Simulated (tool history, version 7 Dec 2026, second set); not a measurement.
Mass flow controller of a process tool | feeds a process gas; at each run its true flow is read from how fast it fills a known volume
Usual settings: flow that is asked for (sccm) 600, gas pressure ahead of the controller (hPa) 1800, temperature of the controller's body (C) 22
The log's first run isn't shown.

run    hour  flow that is asked for (sccm)  gas pressure ahead of the controller (hPa)  temperature of the controller's body (C)  hours of work since the controller was set to zero  hours of work since the controller was changed  true flow (%)
  2   162.3                            600                                        1800                                        23                                                2177                                            2177          98.97
  3   295.6                            600                                        1800                                        23                                                2279                                            2279          98.88
  4   377.5                            600                                        1800                                        23                                                2342                                            2342          99.16
  5   469.7                            600                                        1800                                        22                                                2413                                            2413          98.94
  6   597.3                            600                                        1800                                        22                                                2510                                            2510          98.99
  7   733.2                            600                                        1800                                        22                                                2615                                            2615          99.06
  8   810.4                            600                                        1800                                        22                                                2674                                            2674          99.09
  9   893.6                            600                                        1800                                        22                                                2738                                            2738          99.10
 10  1003.0                            600                                        1800                                        22                                                2822                                            2822          99.09
 11  1139.9                            600                                        1800                                        22                                                2927                                            2927          99.02
 12  1262.4                            600                                        1800                                        22                                                3021                                            3021          99.04
 13  1407.9                            600                                        1800                                        22                                                3132                                            3132          99.17
 14  1534.2                            600                                        1800                                        22                                                3229                                            3229          99.17
 15  1690.6                            600                                        1800                                        22                                                3349                                            3349          99.23
 16  1827.4                            600                                        2670                                        22                                                3454                                            3454          99.08
 17  1949.8                            236                                        2670                                        22                                                3548                                            3548          98.22
 18  2049.2                            236                                        2670                                        22                                                3624                                            3624          98.22
 19  2133.3                            600                                        1800                                        20                                                3688                                            3688          99.28
 20  2228.5                            600                                        1800                                        22                                                3761                                            3761          99.37
 21  2342.2                            600                                        1800                                        22                                                3849                                            3849          99.31
 22  2489.3                            600                                        1800                                        22                                                3961                                            3961          99.28
 23  2609.4                            600                                        1800                                        22                                                4053                                            4053          99.24
 24  2707.7                            600                                        1800                                        22                                                4129                                            4129          99.33

Run 25 comes next. What will it give?
 25  2788.7                            600                                        1800                                        22                                                4191                                            4191              ?

true flow (%): 99.31
Without the tool's hidden state the same run would have given true flow (%) 98.91.
